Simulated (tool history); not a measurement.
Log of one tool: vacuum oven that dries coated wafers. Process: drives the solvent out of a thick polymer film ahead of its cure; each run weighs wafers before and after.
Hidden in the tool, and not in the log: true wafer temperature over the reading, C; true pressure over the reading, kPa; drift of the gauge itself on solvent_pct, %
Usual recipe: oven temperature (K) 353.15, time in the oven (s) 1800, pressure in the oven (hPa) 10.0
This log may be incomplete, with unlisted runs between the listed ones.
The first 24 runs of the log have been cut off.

run,hour,oven temperature (K),time in the oven (s),pressure in the oven (hPa),hours of work since the thermocouples were calibrated,hours of work since the vacuum gauge was cleaned of residue,solvent left in the film (%)
25,1693.6,341.15,1140,5.6,157,1914,9.89
26,1753.3,353.15,1800,10.0,197,1955,4.31
27,1828.7,357.15,1500,16.7,248,2006,4.54
28,1892.4,357.15,1200,16.7,291,2049,5.68
# hour 1962.9: oven's thermocouples calibrated, once more
29,1972.3,354.15,900,10.0,6,2101,7.02
30,2025.4,342.15,1800,13.4,42,2137,6.64
31,2103.0,359.15,1800,13.4,94,2189,2.34
32,2194.9,359.15,1800,10.0,156,2251,2.32
33,2280.7,359.15,1800,10.0,214,2309,2.34
34,2357.0,350.15,1380,10.1,266,2361,5.88
# hour 2396.3: vacuum gauge cleaned of residue and calibrated
35,2401.4,351.15,2880,15.4,295,3,2.09
36,2455.9,352.15,3120,39.5,331,40,2.33
37,2527.3,353.15,2640,10.0,380,88,1.92
38,2581.0,353.15,2640,10.0,416,125,1.89
39,2676.8,346.15,2640,10.0,480,189,3.46
40,2719.7,346.15,2640,10.0,509,218,3.39
41,2802.1,349.15,2220,10.0,565,274,3.51
42,2862.1,349.15,2220,10.0,606,314,3.57
43,2911.0,348.15,1260,37.8,638,347,7.66

Below are 5 alternative next runs, each starting from the tool's condition after run 43. Predict each:
A,3004.0,343.15,1260,29.4,701,410,?
B,3004.0,348.15,1260,37.8,701,410,?
C,3004.0,361.15,2160,17.2,701,410,?
D,3004.0,348.15,1260,5.2,701,410,?
E,3004.0,366.15,1620,10.0,701,410,?

run,solvent left in the film (%)
A,8.93
B,7.73
C,1.57
D,6.83
E,1.52
Stripped of hidden state, with their random variation kept, the same runs would have yielded:
run,solvent left in the film (%)
A,8.52
B,7.31
C,1.36
D,6.44
E,1.31

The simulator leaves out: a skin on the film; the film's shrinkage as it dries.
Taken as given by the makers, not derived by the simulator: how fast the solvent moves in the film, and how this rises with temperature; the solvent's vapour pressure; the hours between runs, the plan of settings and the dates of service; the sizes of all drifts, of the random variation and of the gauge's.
